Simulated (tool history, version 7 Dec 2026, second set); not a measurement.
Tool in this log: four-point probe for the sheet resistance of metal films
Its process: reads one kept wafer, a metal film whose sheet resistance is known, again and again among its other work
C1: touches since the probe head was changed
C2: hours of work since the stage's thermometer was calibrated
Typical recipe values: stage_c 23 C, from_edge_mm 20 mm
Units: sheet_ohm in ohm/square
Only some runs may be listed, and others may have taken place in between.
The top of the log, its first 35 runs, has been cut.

{"run": 36, "hour": 1296.6, "stage_c": 18, "from_edge_mm": 4, "C1": 42776, "C2": 2189, "sheet_ohm": 0.030381}
{"run": 37, "hour": 1331.3, "stage_c": 29, "from_edge_mm": 8, "C1": 43636, "C2": 2211, "sheet_ohm": 0.030121}
{"run": 38, "hour": 1360.9, "stage_c": 32, "from_edge_mm": 17, "C1": 44369, "C2": 2230, "sheet_ohm": 0.030065}
{"run": 39, "hour": 1387.4, "stage_c": 20, "from_edge_mm": 5, "C1": 45025, "C2": 2247, "sheet_ohm": 0.030245}
{"run": 40, "hour": 1423.7, "stage_c": 23, "from_edge_mm": 27, "C1": 45923, "C2": 2270, "sheet_ohm": 0.030011}
{"run": 41, "hour": 1451.4, "stage_c": 32, "from_edge_mm": 7, "C1": 46610, "C2": 2288, "sheet_ohm": 0.03018}
{"run": 42, "hour": 1473.3, "stage_c": 32, "from_edge_mm": 7, "C1": 47154, "C2": 2302, "sheet_ohm": 0.030169}
{"run": 43, "hour": 1504.2, "stage_c": 25, "from_edge_mm": 9, "C1": 47919, "C2": 2322, "sheet_ohm": 0.030093}
{"run": 44, "hour": 1543.2, "stage_c": 26, "from_edge_mm": 15, "C1": 48885, "C2": 2347, "sheet_ohm": 0.030043}
{"run": 45, "hour": 1567.5, "stage_c": 27, "from_edge_mm": 11, "C1": 49487, "C2": 2362, "sheet_ohm": 0.030069}
{"run": 46, "hour": 1595.9, "stage_c": 31, "from_edge_mm": 4, "C1": 50191, "C2": 2381, "sheet_ohm": 0.030441}

Predict each of these 3 candidate next runs independently; none follows another, all start after run 46:
{"run": "A", "hour": 1625.6, "stage_c": 27, "from_edge_mm": 28, "C1": 50926, "C2": 2400, "sheet_ohm": "?"}
{"run": "B", "hour": 1625.6, "stage_c": 31, "from_edge_mm": 24, "C1": 50926, "C2": 2400, "sheet_ohm": "?"}
{"run": "C", "hour": 1625.6, "stage_c": 32, "from_edge_mm": 17, "C1": 50926, "C2": 2400, "sheet_ohm": "?"}

run=A sheet_ohm=0.030024
run=B sheet_ohm=0.030057
run=C sheet_ohm=0.030065
Had the tool no hidden state, the same runs would have come out as:
run=A sheet_ohm=0.030022
run=B sheet_ohm=0.030054
run=C sheet_ohm=0.030063
